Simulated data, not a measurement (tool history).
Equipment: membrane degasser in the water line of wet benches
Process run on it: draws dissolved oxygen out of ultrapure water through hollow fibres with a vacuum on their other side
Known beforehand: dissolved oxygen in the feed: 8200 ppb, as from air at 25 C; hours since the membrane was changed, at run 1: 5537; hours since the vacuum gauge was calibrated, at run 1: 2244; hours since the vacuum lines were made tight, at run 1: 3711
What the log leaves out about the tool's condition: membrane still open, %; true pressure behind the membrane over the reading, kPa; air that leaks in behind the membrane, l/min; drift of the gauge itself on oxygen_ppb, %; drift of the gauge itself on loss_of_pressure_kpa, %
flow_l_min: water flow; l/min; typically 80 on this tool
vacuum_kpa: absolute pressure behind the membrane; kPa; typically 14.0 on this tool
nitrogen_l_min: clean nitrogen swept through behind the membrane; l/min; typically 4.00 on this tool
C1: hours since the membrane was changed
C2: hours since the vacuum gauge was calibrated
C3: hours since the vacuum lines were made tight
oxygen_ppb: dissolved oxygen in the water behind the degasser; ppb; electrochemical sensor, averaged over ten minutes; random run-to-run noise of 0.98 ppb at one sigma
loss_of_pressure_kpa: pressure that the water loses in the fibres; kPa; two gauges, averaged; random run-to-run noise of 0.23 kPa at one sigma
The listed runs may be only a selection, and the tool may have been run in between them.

{"run": 1, "hour": 0.0, "flow_l_min": 80, "vacuum_kpa": 14.0, "nitrogen_l_min": 4.0, "C1": 5537, "C2": 2244, "C3": 3711, "oxygen_ppb": 469.7, "loss_of_pressure_kpa": 62.39}
{"run": 2, "hour": 200.3, "flow_l_min": 80, "vacuum_kpa": 14.0, "nitrogen_l_min": 4.0, "C1": 5737, "C2": 2444, "C3": 3912, "oxygen_ppb": 470.1, "loss_of_pressure_kpa": 61.96}
{"run": 3, "hour": 424.4, "flow_l_min": 80, "vacuum_kpa": 20.7, "nitrogen_l_min": 4.0, "C1": 5961, "C2": 2668, "C3": 4136, "oxygen_ppb": 732.3, "loss_of_pressure_kpa": 62.34}
{"run": 4, "hour": 653.4, "flow_l_min": 80, "vacuum_kpa": 20.7, "nitrogen_l_min": 4.0, "C1": 6190, "C2": 2897, "C3": 4365, "oxygen_ppb": 733.9, "loss_of_pressure_kpa": 62.11}
{"run": 5, "hour": 850.6, "flow_l_min": 80, "vacuum_kpa": 20.7, "nitrogen_l_min": 4.0, "C1": 6387, "C2": 3095, "C3": 4562, "oxygen_ppb": 735.5, "loss_of_pressure_kpa": 62.45}
{"run": 6, "hour": 1040.1, "flow_l_min": 80, "vacuum_kpa": 14.0, "nitrogen_l_min": 2.68, "C1": 6577, "C2": 3284, "C3": 4751, "oxygen_ppb": 655.9, "loss_of_pressure_kpa": 62.63}
{"run": 7, "hour": 1277.9, "flow_l_min": 80, "vacuum_kpa": 14.0, "nitrogen_l_min": 2.68, "C1": 6815, "C2": 3522, "C3": 4989, "oxygen_ppb": 655.2, "loss_of_pressure_kpa": 62.92}
{"run": 8, "hour": 1560.9, "flow_l_min": 80, "vacuum_kpa": 14.0, "nitrogen_l_min": 2.68, "C1": 7098, "C2": 3805, "C3": 5272, "oxygen_ppb": 656.3, "loss_of_pressure_kpa": 62.47}
{"run": 9, "hour": 1806.7, "flow_l_min": 61, "vacuum_kpa": 14.0, "nitrogen_l_min": 4.0, "C1": 7343, "C2": 4051, "C3": 5518, "oxygen_ppb": 376.8, "loss_of_pressure_kpa": 48.26}
{"run": 10, "hour": 1972.5, "flow_l_min": 80, "vacuum_kpa": 28.7, "nitrogen_l_min": 4.0, "C1": 7509, "C2": 4216, "C3": 5684, "oxygen_ppb": 1027.0, "loss_of_pressure_kpa": 63.27}
{"hour": 2019.0, "done": "vacuum gauge calibrated"}
{"hour": 2131.8, "done": "seals of the vacuum lines changed"}
{"run": 11, "hour": 2173.6, "flow_l_min": 80, "vacuum_kpa": 28.7, "nitrogen_l_min": 4.0, "C1": 7708, "C2": 153, "C3": 42, "oxygen_ppb": 1019.6, "loss_of_pressure_kpa": 63.02}
{"run": 12, "hour": 2410.4, "flow_l_min": 80, "vacuum_kpa": 28.7, "nitrogen_l_min": 4.0, "C1": 7945, "C2": 389, "C3": 279, "oxygen_ppb": 1017.0, "loss_of_pressure_kpa": 63.55}
{"run": 13, "hour": 2529.0, "flow_l_min": 80, "vacuum_kpa": 28.7, "nitrogen_l_min": 4.0, "C1": 8063, "C2": 508, "C3": 397, "oxygen_ppb": 1018.8, "loss_of_pressure_kpa": 63.82}
{"run": 14, "hour": 2682.4, "flow_l_min": 80, "vacuum_kpa": 28.7, "nitrogen_l_min": 4.0, "C1": 8217, "C2": 661, "C3": 551, "oxygen_ppb": 1019.3, "loss_of_pressure_kpa": 63.39}
{"run": 15, "hour": 2954.4, "flow_l_min": 80, "vacuum_kpa": 28.7, "nitrogen_l_min": 4.0, "C1": 8489, "C2": 933, "C3": 823, "oxygen_ppb": 1018.1, "loss_of_pressure_kpa": 64.0}
{"run": 16, "hour": 3194.8, "flow_l_min": 80, "vacuum_kpa": 28.7, "nitrogen_l_min": 4.0, "C1": 8729, "C2": 1174, "C3": 1063, "oxygen_ppb": 1016.9, "loss_of_pressure_kpa": 63.57}
{"run": 17, "hour": 3411.3, "flow_l_min": 62, "vacuum_kpa": 10.5, "nitrogen_l_min": 3.9, "C1": 8946, "C2": 1390, "C3": 1280, "oxygen_ppb": 264.0, "loss_of_pressure_kpa": 49.74}
{"run": 18, "hour": 3567.0, "flow_l_min": 62, "vacuum_kpa": 10.5, "nitrogen_l_min": 3.9, "C1": 9101, "C2": 1546, "C3": 1435, "oxygen_ppb": 263.4, "loss_of_pressure_kpa": 49.87}
{"run": 19, "hour": 3788.0, "flow_l_min": 62, "vacuum_kpa": 10.5, "nitrogen_l_min": 3.9, "C1": 9322, "C2": 1767, "C3": 1656, "oxygen_ppb": 265.9, "loss_of_pressure_kpa": 49.91}
{"run": 20, "hour": 4049.5, "flow_l_min": 62, "vacuum_kpa": 10.5, "nitrogen_l_min": 3.9, "C1": 9584, "C2": 2029, "C3": 1918, "oxygen_ppb": 266.8, "loss_of_pressure_kpa": 49.7}
{"run": 21, "hour": 4294.2, "flow_l_min": 62, "vacuum_kpa": 13.1, "nitrogen_l_min": 4.35, "C1": 9829, "C2": 2273, "C3": 2162, "oxygen_ppb": 322.4, "loss_of_pressure_kpa": 49.9}
{"run": 22, "hour": 4484.2, "flow_l_min": 80, "vacuum_kpa": 20.1, "nitrogen_l_min": 4.0, "C1": 10019, "C2": 2463, "C3": 2352, "oxygen_ppb": 708.0, "loss_of_pressure_kpa": 64.93}
{"hour": 4614.5, "done": "membrane cartridge changed"}
{"run": 23, "hour": 4679.1, "flow_l_min": 77, "vacuum_kpa": 20.1, "nitrogen_l_min": 4.0, "C1": 65, "C2": 2654, "C3": 2543, "oxygen_ppb": 685.6, "loss_of_pressure_kpa": 57.06}
{"run": 24, "hour": 4928.8, "flow_l_min": 77, "vacuum_kpa": 20.1, "nitrogen_l_min": 4.0, "C1": 314, "C2": 2904, "C3": 2793, "oxygen_ppb": 687.4, "loss_of_pressure_kpa": 57.09}
{"run": 25, "hour": 5133.8, "flow_l_min": 51, "vacuum_kpa": 18.6, "nitrogen_l_min": 7.37, "C1": 519, "C2": 3109, "C3": 2998, "oxygen_ppb": 256.0, "loss_of_pressure_kpa": 37.92}
{"run": 26, "hour": 5384.6, "flow_l_min": 80, "vacuum_kpa": 13.4, "nitrogen_l_min": 6.61, "C1": 770, "C2": 3360, "C3": 3249, "oxygen_ppb": 289.7, "loss_of_pressure_kpa": 59.75}
{"run": 27, "hour": 5568.4, "flow_l_min": 92, "vacuum_kpa": 13.4, "nitrogen_l_min": 4.84, "C1": 954, "C2": 3543, "C3": 3433, "oxygen_ppb": 431.4, "loss_of_pressure_kpa": 68.3}
{"run": 28, "hour": 5728.6, "flow_l_min": 80, "vacuum_kpa": 19.9, "nitrogen_l_min": 4.16, "C1": 1114, "C2": 3704, "C3": 3593, "oxygen_ppb": 681.8, "loss_of_pressure_kpa": 59.95}
{"run": 29, "hour": 5973.1, "flow_l_min": 80, "vacuum_kpa": 19.9, "nitrogen_l_min": 4.16, "C1": 1359, "C2": 3948, "C3": 3837, "oxygen_ppb": 684.3, "loss_of_pressure_kpa": 59.39}
{"run": 30, "hour": 6139.2, "flow_l_min": 80, "vacuum_kpa": 19.9, "nitrogen_l_min": 4.16, "C1": 1525, "C2": 4114, "C3": 4003, "oxygen_ppb": 682.4, "loss_of_pressure_kpa": 59.98}
{"hour": 6309.5, "done": "vacuum gauge calibrated"}
{"run": 31, "hour": 6333.7, "flow_l_min": 80, "vacuum_kpa": 19.9, "nitrogen_l_min": 4.16, "C1": 1719, "C2": 24, "C3": 4197, "oxygen_ppb": 674.0, "loss_of_pressure_kpa": 59.8}

Take each entry between the runs: how does the hidden state at the last listed run before it differ from the hidden state at the first listed run after it?
From run 10 to run 11: vacuum gauge calibrated (hour 2019.0); seals of the vacuum lines changed (hour 2131.8)
  membrane still open, %: 93.5 -> 93.3; true pressure behind the membrane over the reading, kPa: 0.29 -> 0.02; air that leaks in behind the membrane, l/min: 0.0289 -> 0.0039
  measured result minus the result with no hidden state, oxygen_ppb: +17.7 -> +2.6 ppb; loss_of_pressure_kpa: +4.09 -> +4.20 kPa
From run 22 to run 23: membrane cartridge changed (hour 4614.5)
  membrane still open, %: 91.2 -> 99.9; true pressure behind the membrane over the reading, kPa: 0.19 -> 0.2; air that leaks in behind the membrane, l/min: 0.0136 -> 0.0145
  measured result minus the result with no hidden state, oxygen_ppb: +11.0 -> +9.3 ppb; loss_of_pressure_kpa: +5.70 -> +0.03 kPa
From run 30 to run 31: vacuum gauge calibrated (hour 6309.5)
  membrane still open, %: 98.6 -> 98.4; true pressure behind the membrane over the reading, kPa: 0.3 -> -0.01; air that leaks in behind the membrane, l/min: 0.0208 -> 0.0217
  measured result minus the result with no hidden state, oxygen_ppb: +14.2 -> +2.6 ppb; loss_of_pressure_kpa: +0.84 -> +0.95 kPa
